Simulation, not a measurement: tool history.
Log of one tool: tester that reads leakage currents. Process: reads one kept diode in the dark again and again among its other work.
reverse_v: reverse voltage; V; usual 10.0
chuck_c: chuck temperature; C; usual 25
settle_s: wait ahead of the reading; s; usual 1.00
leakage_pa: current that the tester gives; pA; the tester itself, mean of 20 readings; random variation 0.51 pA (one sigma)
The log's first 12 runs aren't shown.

| run | day | reverse_v | chuck_c | settle_s | hours of work since the probe card was cleaned | hours of work since the tester was calibrated | hours of work since the chuck was calibrated | leakage_pa |
|---|---|---|---|---|---|---|---|---|
| 13 | 68.046 | 10.0 | 25 | 1.00 | 1253 | 2698 | 588 | 214.82 |
|  | 75.229 | chuck's temperature calibrated |
| 14 | 76.629 | 10.0 | 25 | 1.00 | 1348 | 2793 | 16 | 186.16 |
|  | 81.358 | tester calibrated |
| 15 | 81.742 | 10.0 | 25 | 1.00 | 1404 | 4 | 72 | 195.44 |
| 16 | 90.933 | 10.0 | 25 | 1.00 | 1506 | 107 | 174 | 201.48 |
| 17 | 99.133 | 10.0 | 25 | 1.00 | 1598 | 198 | 266 | 206.61 |
| 18 | 105.754 | 10.0 | 25 | 2.72 | 1672 | 272 | 340 | 210.79 |
| 19 | 113.712 | 10.0 | 25 | 2.72 | 1761 | 361 | 429 | 216.29 |
| 20 | 123.250 | 10.0 | 25 | 2.72 | 1867 | 468 | 535 | 225.18 |
| 21 | 130.625 | 10.0 | 25 | 2.72 | 1950 | 550 | 617 | 231.63 |
|  | 135.125 | chuck's temperature calibrated |
| 22 | 138.221 | 10.0 | 56 | 1.00 | 2033 | 634 | 35 | 2445.90 |
|  | 146.117 | probe card cleaned and baked |
| 23 | 147.188 | 19.4 | 47 | 1.73 | 12 | 733 | 133 | 1512.30 |
| 24 | 156.846 | 9.1 | 29 | 1.00 | 120 | 840 | 241 | 252.69 |
| 25 | 164.150 | 9.1 | 29 | 1.00 | 201 | 922 | 323 | 260.69 |
| 26 | 172.338 | 1.6 | 23 | 0.50 | 293 | 1013 | 414 | 82.81 |
| 27 | 181.042 | 1.6 | 23 | 0.50 | 390 | 1111 | 511 | 85.52 |

Forecast run 28:
| 28 | 187.129 | 8.6 | 31 | 1.42 | 458 | 1179 | 579 | ? |

Run 28 gave leakage_pa 329.95 pA.
Without the tool's hidden state the same run would have given leakage_pa 279.70 pA.
